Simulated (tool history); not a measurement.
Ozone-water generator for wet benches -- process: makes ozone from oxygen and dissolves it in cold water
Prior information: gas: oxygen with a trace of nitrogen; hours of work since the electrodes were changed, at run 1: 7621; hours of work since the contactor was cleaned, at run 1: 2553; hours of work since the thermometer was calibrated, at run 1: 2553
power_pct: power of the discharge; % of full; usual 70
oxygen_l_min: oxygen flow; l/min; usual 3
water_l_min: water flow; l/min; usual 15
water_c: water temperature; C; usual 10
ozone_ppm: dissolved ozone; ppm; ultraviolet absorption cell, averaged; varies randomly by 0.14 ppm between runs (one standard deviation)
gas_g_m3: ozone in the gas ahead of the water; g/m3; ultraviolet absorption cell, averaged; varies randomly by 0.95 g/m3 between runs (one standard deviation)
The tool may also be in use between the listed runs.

| run | hour | power_pct | oxygen_l_min | water_l_min | water_c | hours of work since the electrodes were changed | hours of work since the contactor was cleaned | hours of work since the thermometer was calibrated | ozone_ppm | gas_g_m3 |
|---|---|---|---|---|---|---|---|---|---|---|
| 1 | 0 | 70 | 3 | 15 | 10 | 7621 | 2553 | 2553 | 17.2 | 162.1 |
| 2 | 196.6 | 70 | 3 | 15 | 10 | 7803 | 2735 | 2735 | 16.9 | 162.3 |
| 3 | 348.6 | 70 | 3 | 15 | 10 | 7943 | 2876 | 2876 | 17.1 | 161.2 |
| 4 | 432.7 | 70 | 3 | 15 | 17 | 8021 | 2953 | 2953 | 15.7 | 161.7 |
| 5 | 624.3 | 70 | 4.05 | 15 | 10 | 8198 | 3131 | 3131 | 17.5 | 136 |
| 6 | 791.9 | 70 | 3 | 9 | 10 | 8353 | 3285 | 3285 | 25.9 | 163.9 |
| 7 | 962.7 | 70 | 3 | 9 | 17 | 8511 | 3443 | 3443 | 23.5 | 164 |
| 8 | 1161.1 | 50 | 3 | 15 | 10 | 8695 | 3627 | 3627 | 13.3 | 127.4 |

What will run 9 give?
|  | 1278.5 | contactor cleaned |
| 9 | 1369 | 50 | 3 | 15 | 10 | 8883 | 84 | 3815 | ? | ? |

ozone_ppm: 13.3 ppm
gas_g_m3: 130.4 g/m3
The same run, on a tool lacking any hidden state, would have yielded ozone_ppm 13.3 ppm, gas_g_m3 129 g/m3.
